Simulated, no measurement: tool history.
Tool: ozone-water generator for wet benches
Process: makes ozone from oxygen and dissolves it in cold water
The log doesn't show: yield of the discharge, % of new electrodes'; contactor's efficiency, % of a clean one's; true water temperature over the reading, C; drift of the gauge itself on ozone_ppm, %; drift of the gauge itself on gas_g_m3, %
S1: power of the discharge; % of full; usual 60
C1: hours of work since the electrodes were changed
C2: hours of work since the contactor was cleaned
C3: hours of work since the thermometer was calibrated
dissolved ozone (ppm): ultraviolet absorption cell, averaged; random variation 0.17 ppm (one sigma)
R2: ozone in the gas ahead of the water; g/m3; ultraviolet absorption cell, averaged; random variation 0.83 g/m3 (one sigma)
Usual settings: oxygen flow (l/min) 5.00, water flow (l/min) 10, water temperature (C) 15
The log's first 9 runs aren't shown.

Run 10, hour 236.8: usual settings but S1 85 % of full; C1 459; C2 2276; C3 3028. Result: dissolved ozone (ppm) 26.8, R2 163.9 g/m3.
Run 11, hour 265.7: usual settings but S1 77 % of full; C1 478; C2 2295; C3 3047. Result: dissolved ozone (ppm) 24.7, R2 154.9 g/m3.
Run 12, hour 283.1: usual settings but water temperature (C) 22; C1 489; C2 2306; C3 3058. Result: dissolved ozone (ppm) 18.8, R2 131.5 g/m3.
Run 13, hour 304.3: usual settings but water temperature (C) 22; C1 502; C2 2320; C3 3071. Result: dissolved ozone (ppm) 18.6, R2 132.0 g/m3.
Run 14, hour 335.8: usual settings but water temperature (C) 22; C1 523; C2 2340; C3 3092. Result: dissolved ozone (ppm) 18.4, R2 130.5 g/m3.
Run 15, hour 361.8: usual settings but water temperature (C) 22; C1 539; C2 2357; C3 3108. Result: dissolved ozone (ppm) 18.5, R2 130.8 g/m3.
Run 16, hour 382.2: usual settings but water temperature (C) 22; C1 552; C2 2370; C3 3121. Result: dissolved ozone (ppm) 18.4, R2 130.6 g/m3.
Run 17, hour 411.2: usual settings but water temperature (C) 22; C1 571; C2 2388; C3 3140. Result: dissolved ozone (ppm) 18.7, R2 132.0 g/m3.
At hour 416.9: contactor cleaned.
Run 18, hour 430.0: usual settings but S1 73 % of full, oxygen flow (l/min) 2.66, water flow (l/min) 14, water temperature (C) 18; C1 581; C2 8; C3 3149. Result: dissolved ozone (ppm) 17.4, R2 213.0 g/m3.
Run 19, hour 461.7: usual settings but S1 83 % of full, oxygen flow (l/min) 7.70; C1 601; C2 29; C3 3170. Result: dissolved ozone (ppm) 23.2, R2 125.5 g/m3.
Run 20, hour 490.7: usual settings but S1 98 % of full; C1 619; C2 47; C3 3188. Result: dissolved ozone (ppm) 28.2, R2 178.9 g/m3.
At hour 499.3: contactor cleaned, once more.
Run 21, hour 510.9: usual settings but oxygen flow (l/min) 5.44, water flow (l/min) 11, water temperature (C) 16; C1 630; C2 7; C3 3199. Result: dissolved ozone (ppm) 20.1, R2 123.0 g/m3.
Run 22, hour 536.2: usual settings but oxygen flow (l/min) 7.07, water temperature (C) 10; C1 646; C2 24; C3 3215. Result: dissolved ozone (ppm) 22.6, R2 107.6 g/m3.
Run 23, hour 562.6: usual settings but oxygen flow (l/min) 7.07, water temperature (C) 10; C1 663; C2 41; C3 3232. Result: dissolved ozone (ppm) 22.8, R2 106.6 g/m3.
Run 24, hour 575.6: usual settings but S1 73 % of full; C1 671; C2 49; C3 3240. Result: dissolved ozone (ppm) 25.1, R2 148.9 g/m3.
Run 25, hour 590.5: usual settings but S1 73 % of full; C1 681; C2 58; C3 3250. Result: dissolved ozone (ppm) 25.0, R2 147.0 g/m3.
Run 26, hour 607.6: usual settings but S1 73 % of full; C1 692; C2 69; C3 3261. Result: dissolved ozone (ppm) 24.9, R2 148.3 g/m3.
Run 27, hour 639.8: usual settings but S1 57 % of full, oxygen flow (l/min) 4.52, water flow (l/min) 7, water temperature (C) 13; C1 712; C2 90; C3 3281. Result: dissolved ozone (ppm) 28.0, R2 133.4 g/m3.
Run 28, hour 667.0: usual settings but S1 57 % of full, oxygen flow (l/min) 4.52, water flow (l/min) 7, water temperature (C) 13; C1 730; C2 107; C3 3299. Result: dissolved ozone (ppm) 27.9, R2 132.7 g/m3.
Run 29, hour 681.0: usual settings but S1 49 % of full, oxygen flow (l/min) 4.52, water flow (l/min) 6, water temperature (C) 12; C1 739; C2 116; C3 3308. Result: dissolved ozone (ppm) 27.7, R2 121.9 g/m3.
Run 30, hour 701.1: usual settings but S1 84 % of full, oxygen flow (l/min) 8.72, water flow (l/min) 13, water temperature (C) 13; C1 752; C2 129; C3 3321. Result: dissolved ozone (ppm) 21.5, R2 117.4 g/m3.
Run 31, hour 732.5: usual settings but S1 84 % of full, oxygen flow (l/min) 8.72, water flow (l/min) 13, water temperature (C) 13; C1 772; C2 149; C3 3341. Result: dissolved ozone (ppm) 21.5, R2 119.1 g/m3.
Run 32, hour 757.0: usual settings but S1 83 % of full, oxygen flow (l/min) 4.95, water flow (l/min) 16, water temperature (C) 17; C1 788; C2 165; C3 3356. Result: dissolved ozone (ppm) 18.8, R2 161.1 g/m3.

3 ways to go on from here, each from the tool as it stands after run 32. What would each give?
Run A, hour 770.5: usual settings but water temperature (C) 14; C1 796; C2 174; C3 3365. Result: dissolved ozone (ppm) ?, R2 ?.
Run B, hour 770.5: usual settings but water flow (l/min) 8, water temperature (C) 7; C1 796; C2 174; C3 3365. Result: dissolved ozone (ppm) ?, R2 ?.
Run C, hour 770.5: usual settings but oxygen flow (l/min) 2.75; C1 796; C2 174; C3 3365. Result: dissolved ozone (ppm) ?, R2 ?.

run  dissolved ozone (ppm)     R2
  A                   22.4  130.0
  B                   29.1  131.4
  C                   22.9  181.6
Without the tool's hidden state the same runs would have given:
run  dissolved ozone (ppm)     R2
  A                   23.1  132.9
  B                   30.0  134.3
  C                   23.6  185.6

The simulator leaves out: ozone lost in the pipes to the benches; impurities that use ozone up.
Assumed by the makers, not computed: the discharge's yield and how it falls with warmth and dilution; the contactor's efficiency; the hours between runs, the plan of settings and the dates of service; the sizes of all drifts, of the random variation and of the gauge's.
